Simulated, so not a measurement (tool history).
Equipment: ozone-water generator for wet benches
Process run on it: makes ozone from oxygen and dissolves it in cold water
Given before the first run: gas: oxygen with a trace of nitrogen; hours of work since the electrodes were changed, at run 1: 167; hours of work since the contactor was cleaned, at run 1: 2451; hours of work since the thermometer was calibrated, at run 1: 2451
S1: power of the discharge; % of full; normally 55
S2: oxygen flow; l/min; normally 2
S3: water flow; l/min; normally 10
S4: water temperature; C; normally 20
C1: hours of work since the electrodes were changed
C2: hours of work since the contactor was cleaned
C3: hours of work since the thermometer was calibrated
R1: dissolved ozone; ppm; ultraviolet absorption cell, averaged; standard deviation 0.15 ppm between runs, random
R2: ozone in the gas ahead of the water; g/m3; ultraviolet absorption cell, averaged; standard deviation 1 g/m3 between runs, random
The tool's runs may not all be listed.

run    hour  S1    S2  S3  S4    C1    C2    C3    R1     R2
  1       0  55     2  10  20   167  2451  2451    18  173.9
  2   131.6  55     2  10  20   256  2541  2541  17.9  173.4
  3   302.3  55     2  10  20   372  2656  2656    18  175.2
  4   484.7  55  2.69  10  20   496  2780  2780  18.3  153.2
  5     567  55  2.69  10  20   551  2836  2836  18.6  152.6
  6   668.1  55  2.69  10  20   620  2905  2905  18.6  153.3
  7   783.2  55  2.69  10  20   698  2983  2983  18.8    153
  8   864.1  55  2.69  10  20   753  3038  3038  18.4  155.7
  9   976.2  55  2.69  10  20   829  3114  3114  18.7  151.7
 10  1117.4  55  1.41  10  20   925  3209  3209  16.7  206.3
 11  1301.9  55  1.67  10  20  1050  3335  3335  17.2  192.7
 12  1399.3  55  1.67  10  20  1116  3401  3401  17.4  191.4
 13  1569.2  55  1.67  10  20  1231  3516  3516  17.4  191.3
 14  1656.4  55  1.67  10  20  1291  3575  3575  17.3  192.6
 15  1740.9  55  1.67  10  20  1348  3632  3632  17.5    193
 16  1870.9  55     2  10  13  1436  3721  3721  19.6  176.8
 17  1987.4  55     2  10  13  1515  3800  3800  19.4  176.8
 18  2160.9  55     2  10  13  1633  3917  3917  19.4  176.4
 19  2263.6  55     2  10  13  1703  3987  3987  19.5  177.4
 20  2415.9  55     2  10  13  1806  4090  4090  19.5    177
 21  2526.9  82     2  12  13  1881  4166  4166  21.1  219.3
 22  2696.5  55  2.04  15  23  1996  4281  4281  12.7  176.2
     2741.9  -- contactor cleaned
     2777.1  -- water thermometer calibrated
 23  2832.4  74  1.16   9  17  2086    61    38  20.9  263.9
 24  3005.1  74  1.16   9  17  2203   178   155  21.2  265.9
 25  3168.4  63  2.86  10  20  2314   289   266  20.1  162.1
 26  3306.8  41  2.52  10  26  2407   383   359    14  136.5
 27  3408.8  41  2.52  10  26  2477   452   429  14.4  137.3
 28  3497.5  55     1  10  20  2537   512   489  15.3  247.6
 29  3575.1  51     3   9  20  2589   565   541    19  142.8
 30  3658.7  55  1.09   8  20  2646   622   598    19  234.4
 31  3747.9  55  1.09   8  20  2707   682   659  18.8    237
     3844.6  -- gauge calibrated
 32  3887.2  63  1.09   8  14  2801   777   753  21.7  244.2
 33  3961.9  44  1.33   8  12  2852   827   804  18.9  187.7
 34  4045.2  44  1.33   8  12  2908   884   860  19.2    187

Describe how what the log doesn't record of the tool's condition differs between the last listed run preceding each entry between runs and the first listed run following it.
Logged between run 22 and run 23: contactor cleaned (hour 2741.9); water thermometer calibrated (hour 2777.1)
  contactor's efficiency, % of a clean one's: 99.8 -> 100; true water temperature over the reading, C: 0.01 -> 0; drift of the gauge itself on gas_g_m3, %: 2.05 -> 2.15
  measured minus no-state result, R2: +3.4 -> +5.3 g/m3
Logged between run 31 and run 32: gauge calibrated (hour 3844.6)
  drift of the gauge itself on gas_g_m3, %: 2.84 -> 0.03
  measured minus no-state result, R2: +6.4 -> -0.2 g/m3
